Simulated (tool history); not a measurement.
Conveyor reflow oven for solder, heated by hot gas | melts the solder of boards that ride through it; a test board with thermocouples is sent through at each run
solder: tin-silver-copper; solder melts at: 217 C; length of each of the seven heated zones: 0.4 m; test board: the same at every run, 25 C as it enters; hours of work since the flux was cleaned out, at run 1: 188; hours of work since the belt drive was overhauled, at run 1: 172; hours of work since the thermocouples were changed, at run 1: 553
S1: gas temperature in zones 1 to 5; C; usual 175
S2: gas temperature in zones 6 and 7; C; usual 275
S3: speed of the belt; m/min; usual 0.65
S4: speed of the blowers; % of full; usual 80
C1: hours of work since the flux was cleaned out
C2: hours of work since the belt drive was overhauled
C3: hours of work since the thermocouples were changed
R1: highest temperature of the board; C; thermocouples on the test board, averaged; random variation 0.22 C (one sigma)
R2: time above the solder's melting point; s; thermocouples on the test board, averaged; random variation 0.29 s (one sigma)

run 1 hour=0 | S1=175 S2=275 S3=0.65 S4=80 | C1=188 C2=172 C3=553 | R1=263.9 R2=63.1
run 2 hour=7.9 | S1=175 S2=275 S3=0.65 S4=80 | C1=191 C2=175 C3=556 | R1=263.8 R2=63.4
run 3 hour=13.3 | S1=175 S2=275 S3=0.65 S4=80 | C1=194 C2=177 C3=559 | R1=263.7 R2=63.5
run 4 hour=24.1 | S1=175 S2=275 S3=0.65 S4=80 | C1=198 C2=182 C3=563 | R1=263.8 R2=63
run 5 hour=32.3 | S1=175 S2=275 S3=0.65 S4=80 | C1=202 C2=185 C3=567 | R1=263.6 R2=63.1
run 6 hour=39.1 | S1=175 S2=275 S3=0.65 S4=80 | C1=205 C2=188 C3=570 | R1=263.7 R2=63
run 7 hour=51.1 | S1=175 S2=275 S3=0.65 S4=80 | C1=210 C2=194 C3=575 | R1=263.7 R2=63
run 8 hour=62.3 | S1=175 S2=275 S3=0.65 S4=80 | C1=215 C2=198 C3=580 | R1=263.4 R2=62.9
run 9 hour=70.3 | S1=175 S2=275 S3=0.677 S4=80 | C1=218 C2=202 C3=583 | R1=262.5 R2=59.8
run 10 hour=75.8 | S1=175 S2=275 S3=0.642 S4=81 | C1=221 C2=204 C3=586 | R1=264 R2=64.3
run 11 hour=81.1 | S1=166 S2=266 S3=0.65 S4=64 | C1=223 C2=206 C3=588 | R1=250.7 R2=52
run 12 hour=91.9 | S1=175 S2=275 S3=0.55 S4=54 | C1=228 C2=211 C3=592 | R1=263.1 R2=73.8
run 13 hour=98.8 | S1=181 S2=289 S3=0.637 S4=80 | C1=231 C2=214 C3=595 | R1=277.7 R2=72.5
run 14 hour=105 | S1=181 S2=289 S3=0.637 S4=80 | C1=233 C2=217 C3=598 | R1=277.8 R2=72.4
run 15 hour=113.2 | S1=181 S2=289 S3=0.541 S4=51 | C1=237 C2=220 C3=602 | R1=276.1 R2=85
run 16 hour=124.5 | S1=181 S2=289 S3=0.541 S4=51 | C1=242 C2=225 C3=606 | R1=276.3 R2=85.2
run 17 hour=133.6 | S1=171 S2=263 S3=0.526 S4=86 | C1=245 C2=229 C3=610 | R1=258.2 R2=74.9
run 18 hour=144.4 | S1=181 S2=279 S3=0.565 S4=56 | C1=250 C2=234 C3=615 | R1=267.3 R2=77

Hidden state or all else? Some run-to-run changes of R1, split into what the settings, what came in and random variation would give without the hidden state, and what is left for the hidden state (with any gauge scatter that isn't in both results):
The hidden state here: heat that the gas passes to the board, % of a clean oven's; belt's true speed, % of the reading; true gas temperature in zones 6 and 7 over the reading, C; drift of the gauge itself on peak_c, C; drift of the gauge itself on liquid_s, %.
Run 11 -> 12: S1 166 -> 175, S2 266 -> 275, S3 0.65 -> 0.55, S4 64 -> 54. R1 +12.4 C: hidden state +0.4, all else +12.
Run 16 -> 17: S1 181 -> 171, S2 289 -> 263, S3 0.541 -> 0.526, S4 51 -> 86. R1 -18.1 C: hidden state +0, all else -18.1.
